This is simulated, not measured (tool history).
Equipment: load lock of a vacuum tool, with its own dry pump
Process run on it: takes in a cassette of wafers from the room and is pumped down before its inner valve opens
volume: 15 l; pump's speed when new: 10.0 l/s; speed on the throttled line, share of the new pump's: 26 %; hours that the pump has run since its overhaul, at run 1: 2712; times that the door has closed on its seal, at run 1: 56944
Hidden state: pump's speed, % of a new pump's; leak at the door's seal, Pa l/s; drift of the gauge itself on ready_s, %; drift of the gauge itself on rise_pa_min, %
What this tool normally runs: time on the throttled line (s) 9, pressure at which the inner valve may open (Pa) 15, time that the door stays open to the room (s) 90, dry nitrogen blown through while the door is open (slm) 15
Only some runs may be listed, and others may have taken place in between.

| run | hour | time on the throttled line (s) | pressure at which the inner valve may open (Pa) | time that the door stays open to the room (s) | dry nitrogen blown through while the door is open (slm) | hours that the pump has run since its overhaul | times that the door has closed on its seal | incoming humidity of the room's air, % | time from the closed door until the inner valve may open (s) | rise of the pressure with all valves shut (Pa/min) |
|---|---|---|---|---|---|---|---|---|---|---|
| 1 | 0.0 | 9 | 15 | 90 | 15 | 2712 | 56944 | 42.3 | 20.2 | 0.636 |
| 2 | 335.4 | 9 | 15 | 90 | 15 | 3048 | 57985 | 43.9 | 20.2 | 0.643 |
| 3 | 661.6 | 9 | 15 | 90 | 15 | 3374 | 58998 | 43.8 | 20.5 | 0.661 |
| 4 | 1040.5 | 9 | 15 | 90 | 15 | 3753 | 60175 | 45.3 | 19.9 | 0.685 |
| 5 | 1264.8 | 9 | 15 | 90 | 15 | 3977 | 60872 | 45.0 | 20.2 | 0.684 |
| 6 | 1463.6 | 9 | 15 | 90 | 15 | 4176 | 61489 | 45.9 | 20.3 | 0.691 |
| 7 | 1884.3 | 9 | 15 | 90 | 15 | 4597 | 62796 | 43.4 | 20.1 | 0.712 |
| 8 | 2327.6 | 9 | 15 | 90 | 15 | 5040 | 64173 | 44.1 | 20.4 | 0.746 |
| 9 | 2532.8 | 9 | 15 | 90 | 15 | 5245 | 64810 | 45.4 | 20.1 | 0.764 |
| 10 | 2946.4 | 9 | 15 | 236 | 15 | 5659 | 66095 | 44.3 | 20.0 | 0.824 |
|  | 2982.5 | door's seal changed, seat wiped |
| 11 | 3230.4 | 9 | 15 | 90 | 15 | 5941 | 770 | 43.3 | 20.3 | 0.098 |
| 12 | 3597.8 | 9 | 15 | 90 | 15 | 6309 | 1911 | 45.0 | 20.6 | 0.108 |
| 13 | 3837.7 | 9 | 15 | 90 | 15 | 6549 | 2656 | 46.0 | 20.4 | 0.115 |
| 14 | 4302.3 | 9 | 15 | 90 | 15 | 7013 | 4099 | 46.8 | 20.3 | 0.125 |
| 15 | 4783.2 | 9 | 15 | 90 | 15 | 7494 | 5593 | 48.5 | 20.6 | 0.134 |
| 16 | 5092.6 | 9 | 15 | 90 | 6 | 7804 | 6553 | 45.0 | 20.1 | 0.147 |
| 17 | 5480.0 | 13 | 15 | 90 | 6 | 8191 | 7757 | 46.6 | 23.7 | 0.159 |
| 18 | 5924.6 | 13 | 15 | 90 | 6 | 8636 | 9137 | 46.3 | 23.3 | 0.165 |
| 19 | 6322.5 | 13 | 15 | 90 | 6 | 9033 | 10373 | 41.8 | 23.3 | 0.159 |
| 20 | 6776.6 | 13 | 15 | 90 | 6 | 9488 | 11783 | 45.5 | 23.6 | 0.176 |
| 21 | 7241.9 | 13 | 15 | 90 | 6 | 9953 | 13229 | 46.6 | 23.3 | 0.185 |
| 22 | 7516.8 | 14 | 22 | 29 | 8 | 10228 | 14082 | 48.8 | 23.5 | 0.138 |
| 23 | 7937.2 | 5 | 25 | 90 | 12 | 10648 | 15388 | 44.1 | 17.1 | 0.172 |
| 24 | 8277.9 | 12 | 15 | 30 | 27 | 10989 | 16446 | 40.7 | 22.8 | 0.124 |
| 25 | 8571.2 | 9 | 15 | 104 | 15 | 11282 | 17357 | 43.8 | 20.8 | 0.186 |
| 26 | 9023.0 | 4 | 15 | 90 | 33 | 11734 | 18760 | 43.4 | 17.0 | 0.168 |
| 27 | 9407.6 | 8 | 27 | 90 | 8 | 12119 | 19955 | 46.3 | 19.1 | 0.226 |
| 28 | 9742.4 | 15 | 15 | 190 | 15 | 12453 | 20994 | 45.4 | 25.0 | 0.255 |
| 29 | 10180.0 | 10 | 15 | 58 | 18 | 12891 | 22353 | 43.9 | 21.4 | 0.199 |
| 30 | 10578.4 | 11 | 25 | 83 | 4 | 13289 | 23591 | 45.6 | 21.2 | 0.255 |
| 31 | 10773.0 | 7 | 25 | 162 | 4 | 13484 | 24195 | 46.1 | 18.9 | 0.303 |
| 32 | 11215.8 | 9 | 15 | 65 | 15 | 13927 | 25571 | 47.8 | 20.9 | 0.246 |
| 33 | 11626.7 | 9 | 15 | 65 | 15 | 14338 | 26847 | 48.8 | 20.8 | 0.257 |
| 34 | 11960.3 | 9 | 15 | 65 | 15 | 14671 | 27883 | 46.0 | 21.3 | 0.264 |
| 35 | 12213.7 | 9 | 15 | 65 | 15 | 14925 | 28670 | 43.8 | 21.3 | 0.262 |
| 36 | 12613.7 | 9 | 15 | 65 | 15 | 15325 | 29912 | 44.4 | 21.2 | 0.274 |
| 37 | 12875.1 | 9 | 15 | 65 | 15 | 15586 | 30724 | 46.5 | 21.4 | 0.299 |

Run 38 is up next; what results do you expect?
| 38 | 13292.9 | 9 | 15 | 65 | 15 | 16004 | 32022 | 45.8 | ? | ? |

Run 38 came out at time from the closed door until the inner valve may open (s) 21.4, rise of the pressure with all valves shut (Pa/min) 0.298.
If the tool had no hidden condition, the same run with the same run-to-run variation would have returned time from the closed door until the inner valve may open (s) 20.3, rise of the pressure with all valves shut (Pa/min) 0.086.
